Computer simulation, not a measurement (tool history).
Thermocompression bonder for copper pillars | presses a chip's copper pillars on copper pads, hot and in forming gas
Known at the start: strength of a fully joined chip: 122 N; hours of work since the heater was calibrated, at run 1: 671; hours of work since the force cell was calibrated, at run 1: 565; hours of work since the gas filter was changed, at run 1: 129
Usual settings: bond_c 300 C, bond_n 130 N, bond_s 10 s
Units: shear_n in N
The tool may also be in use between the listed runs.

run      day  bond_c  bond_n  bond_s  hours of work since the heater was calibrated  hours of work since the force cell was calibrated  hours of work since the gas filter was changed  shear_n
  1    0.000     300     130      10                                            671                                                565                                             129     39.0
  2    2.675     300     130      10                                            714                                                608                                             172     38.6
  3    5.092     300     130      22                                            753                                                647                                             211     53.0
  4    8.600     275     130      10                                            810                                                704                                             268     27.3
  5   10.921     275     130      10                                            847                                                741                                             305     27.2
  6   12.762     275     130      10                                            877                                                771                                             335     26.2
  7   15.179     275     130      10                                            916                                                810                                             374     25.8
      16.783  -- heater calibrated with a thermocouple chip
  8   18.942     275     102      10                                             35                                                869                                             433     27.4
  9   20.554     275     102      10                                             61                                                895                                             459     26.3
      22.158  -- forming gas filter changed
 10   22.892     275     102      10                                             98                                                932                                              12     29.2
 11   24.771     275     102      10                                            129                                                963                                              42     26.5
 12   28.571     275     102      10                                            190                                               1024                                             103     27.6
      30.458  -- force cell calibrated
 13   32.088     275     142      10                                            245                                                 26                                             159     31.4
 14   33.938     280     142      10                                            275                                                 56                                             189     33.8
 15   35.550     280     142      10                                            301                                                 82                                             215     32.6
 16   37.921     280     142      10                                            340                                                120                                             253     32.7
 17   41.804     300     130      10                                            402                                                183                                             316     38.9
 18   43.996     300     164      10                                            438                                                218                                             351     44.1
 19   47.321     300     164      10                                            491                                                272                                             405     44.5
 20   49.025     279     164      10                                            519                                                299                                             432     33.2
 21   51.742     279     164      10                                            563                                                343                                             476     32.9
      52.458  -- forming gas filter changed
 22   55.200     300     112      19                                            618                                                399                                              44     47.2
 23   57.933     300     112      19                                            662                                                443                                              88     45.1
 24   61.467     300     112      19                                            719                                                500                                             145     45.8
 25   64.362     300     112      19                                            766                                                546                                             192     45.5
 26   67.846     309     161      22                                            822                                                603                                             248     63.9
 27   70.571     309     161      22                                            866                                                647                                             292     61.6
 28   73.362     282     130      27                                            911                                                692                                             337     42.4
      75.179  -- heater calibrated with a thermocouple chip
 29   76.275     282     130      27                                             18                                                737                                             383     50.7
 30   78.017     314     115      18                                             46                                                765                                             411     57.5
 31   80.350     277     120      18                                             83                                                803                                             449     38.5
      82.721  -- forming gas filter changed
 32   83.867     281      82      18                                            140                                                859                                              19     35.0
 33   86.788     280     108      11                                            187                                                906                                              66     32.4
 34   90.525     298     130      10                                            247                                                967                                             126     42.3
 35   92.704     270     130      10                                            282                                               1002                                             161     27.9
 36   95.388     270     130      10                                            326                                               1045                                             204     28.2
      96.004  -- force cell calibrated
 37   97.662     270     130      10                                            361                                                 27                                             240     26.3
 38  101.117     282     130      10                                            417                                                 82                                             296     31.8

Hidden state or all else? Some run-to-run changes of shear_n, split into what the settings, what came in and random variation would give without the hidden state, and what is left for the hidden state (with any gauge scatter that isn't in both results):
The hidden state here: true temperature of the bond over the reading, C; force that reaches the chip, % of what is set; oxide that the forming gas leaves, % of the face; drift of the gauge itself on shear_n, %.
Run 3 -> 4: bond_c 300 -> 275, bond_s 22 -> 10. shear_n -25.7 N: hidden state +1.8, all else -27.5.
Run 7 -> 8: bond_n 130 -> 102, heater calibrated with a thermocouple chip. shear_n +1.6 N: hidden state +4.5, all else -2.9.
Run 12 -> 13: bond_n 102 -> 142, force cell calibrated. shear_n +3.8 N: hidden state -2.3, all else +6.1.
Run 27 -> 28: bond_c 309 -> 282, bond_n 161 -> 130, bond_s 22 -> 27. shear_n -19.2 N: hidden state +0.5, all else -19.7.
Run 28 -> 29: heater calibrated with a thermocouple chip. shear_n +8.3 N: hidden state +7.6, all else +0.7.
Run 30 -> 31: bond_c 314 -> 277, bond_n 115 -> 120. shear_n -19.0 N: hidden state +0.5, all else -19.5.

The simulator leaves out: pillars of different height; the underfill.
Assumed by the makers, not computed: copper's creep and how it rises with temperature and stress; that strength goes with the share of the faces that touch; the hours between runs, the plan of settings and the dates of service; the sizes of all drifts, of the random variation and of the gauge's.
